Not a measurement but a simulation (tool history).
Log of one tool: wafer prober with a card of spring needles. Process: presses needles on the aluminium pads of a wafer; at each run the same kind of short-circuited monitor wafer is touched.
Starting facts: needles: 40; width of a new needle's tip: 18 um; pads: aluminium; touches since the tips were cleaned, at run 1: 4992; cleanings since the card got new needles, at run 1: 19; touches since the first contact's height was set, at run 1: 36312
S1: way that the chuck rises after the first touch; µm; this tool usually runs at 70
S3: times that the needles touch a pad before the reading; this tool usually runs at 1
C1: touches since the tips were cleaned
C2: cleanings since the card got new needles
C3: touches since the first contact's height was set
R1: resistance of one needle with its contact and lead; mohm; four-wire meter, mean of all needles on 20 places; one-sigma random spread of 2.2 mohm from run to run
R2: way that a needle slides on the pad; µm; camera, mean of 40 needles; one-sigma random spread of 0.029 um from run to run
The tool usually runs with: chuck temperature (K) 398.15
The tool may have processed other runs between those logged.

run 1 day=0 | S1=70 chuck_temperature_(K)=398.15 S3=1 | C1=4992 C2=19 C3=36312 | R1=292 R2=13.02
-- day=0.658 tips cleaned on abrasive film
run 2 day=0.988 | S1=70 chuck_temperature_(K)=398.15 S3=1 | C1=2117 C2=20 C3=42661 | R1=281 R2=12.97
run 3 day=2.021 | S1=70 chuck_temperature_(K)=398.15 S3=1 | C1=8776 C2=20 C3=49320 | R1=294 R2=12.96
-- day=2.083 tips cleaned on abrasive film
run 4 day=3.071 | S1=70 chuck_temperature_(K)=398.15 S3=1 | C1=6362 C2=21 C3=56064 | R1=293 R2=12.98
-- day=3.504 tips cleaned on abrasive film
run 5 day=3.838 | S1=70 chuck_temperature_(K)=398.15 S3=1 | C1=2148 C2=22 C3=60985 | R1=279 R2=12.89
run 6 day=4.479 | S1=81 chuck_temperature_(K)=398.15 S3=1 | C1=6292 C2=22 C3=65129 | R1=284 R2=14.98
-- day=4.962 tips cleaned on abrasive film
run 7 day=5.571 | S1=81 chuck_temperature_(K)=301.15 S3=1 | C1=3940 C2=23 C3=72166 | R1=259 R2=14.96
run 8 day=6.133 | S1=70 chuck_temperature_(K)=398.15 S3=1 | C1=7569 C2=23 C3=75795 | R1=298 R2=12.84
-- day=6.408 tips cleaned on abrasive film
run 9 day=6.908 | S1=70 chuck_temperature_(K)=398.15 S3=1 | C1=3225 C2=24 C3=80746 | R1=292 R2=12.92
-- day=7.829 tips cleaned on abrasive film
run 10 day=7.933 | S1=70 chuck_temperature_(K)=396.15 S3=1 | C1=681 C2=25 C3=87343 | R1=265 R2=12.89
run 11 day=8.825 | S1=70 chuck_temperature_(K)=396.15 S3=1 | C1=6448 C2=25 C3=93110 | R1=295 R2=12.89
-- day=9.242 tips cleaned on abrasive film
run 12 day=9.429 | S1=70 chuck_temperature_(K)=396.15 S3=1 | C1=1212 C2=26 C3=96982 | R1=275 R2=12.84
run 13 day=10.488 | S1=60 chuck_temperature_(K)=398.15 S3=1 | C1=8016 C2=26 C3=103786 | R1=320 R2=10.97
-- day=10.671 tips cleaned on abrasive film
run 14 day=11.35 | S1=60 chuck_temperature_(K)=398.15 S3=1 | C1=4375 C2=27 C3=109339 | R1=316 R2=10.97
-- day=12.071 tips cleaned on abrasive film
run 15 day=12.329 | S1=60 chuck_temperature_(K)=398.15 S3=1 | C1=1660 C2=28 C3=115617 | R1=294 R2=10.97
run 16 day=13.138 | S1=60 chuck_temperature_(K)=398.15 S3=1 | C1=6888 C2=28 C3=120845 | R1=321 R2=10.98
-- day=13.475 tips cleaned on abrasive film
run 17 day=14.279 | S1=60 chuck_temperature_(K)=398.15 S3=1 | C1=5191 C2=29 C3=128179 | R1=318 R2=10.99
-- day=14.938 tips cleaned on abrasive film
run 18 day=15.138 | S1=60 chuck_temperature_(K)=398.15 S3=2 | C1=1283 C2=30 C3=133686 | R1=277 R2=10.94
run 19 day=15.65 | S1=79 chuck_temperature_(K)=308.15 S3=2 | C1=4588 C2=30 C3=136991 | R1=250 R2=14.46
-- day=16.342 tips cleaned on abrasive film
run 20 day=16.788 | S1=79 chuck_temperature_(K)=308.15 S3=2 | C1=2888 C2=31 C3=144316 | R1=250 R2=14.44
-- day=17.783 tips cleaned on abrasive film
run 21 day=17.783 | S1=88 chuck_temperature_(K)=398.15 S3=2 | C1=0 C2=32 C3=150708 | R1=244 R2=16.13
run 22 day=18.896 | S1=89 chuck_temperature_(K)=398.15 S3=1 | C1=7193 C2=32 C3=157901 | R1=272 R2=16.4
-- day=19.225 tips cleaned on abrasive film
run 23 day=19.8 | S1=89 chuck_temperature_(K)=398.15 S3=1 | C1=3702 C2=33 C3=163693 | R1=276 R2=16.33
-- day=20.121 height of the first contact set anew
run 24 day=20.421 | S1=70 chuck_temperature_(K)=398.15 S3=2 | C1=7648 C2=33 C3=1957 | R1=277 R2=13.1
-- day=20.658 tips cleaned on abrasive film
run 25 day=20.954 | S1=70 chuck_temperature_(K)=398.15 S3=2 | C1=1915 C2=34 C3=5358 | R1=266 R2=13.02
run 26 day=21.442 | S1=70 chuck_temperature_(K)=325.15 S3=1 | C1=5071 C2=34 C3=8514 | R1=282 R2=13.07
run 27 day=21.992 | S1=70 chuck_temperature_(K)=315.15 S3=1 | C1=8624 C2=34 C3=12067 | R1=285 R2=13.06
-- day=22.096 tips cleaned on abrasive film
run 28 day=22.692 | S1=70 chuck_temperature_(K)=307.15 S3=2 | C1=3849 C2=35 C3=16536 | R1=256 R2=13

The next listed run, before its measurement:
run 29 day=23.396 | S1=70 chuck_temperature_(K)=398.15 S3=2 | C1=8400 C2=35 C3=21087 | R1=? R2=?

Run 29 measured R1 278 mohm, R2 13 µm.
Take away the tool's hidden state, keep the run-to-run variation as it was, and the same run would have given R1 244 mohm, R2 13.04 µm.

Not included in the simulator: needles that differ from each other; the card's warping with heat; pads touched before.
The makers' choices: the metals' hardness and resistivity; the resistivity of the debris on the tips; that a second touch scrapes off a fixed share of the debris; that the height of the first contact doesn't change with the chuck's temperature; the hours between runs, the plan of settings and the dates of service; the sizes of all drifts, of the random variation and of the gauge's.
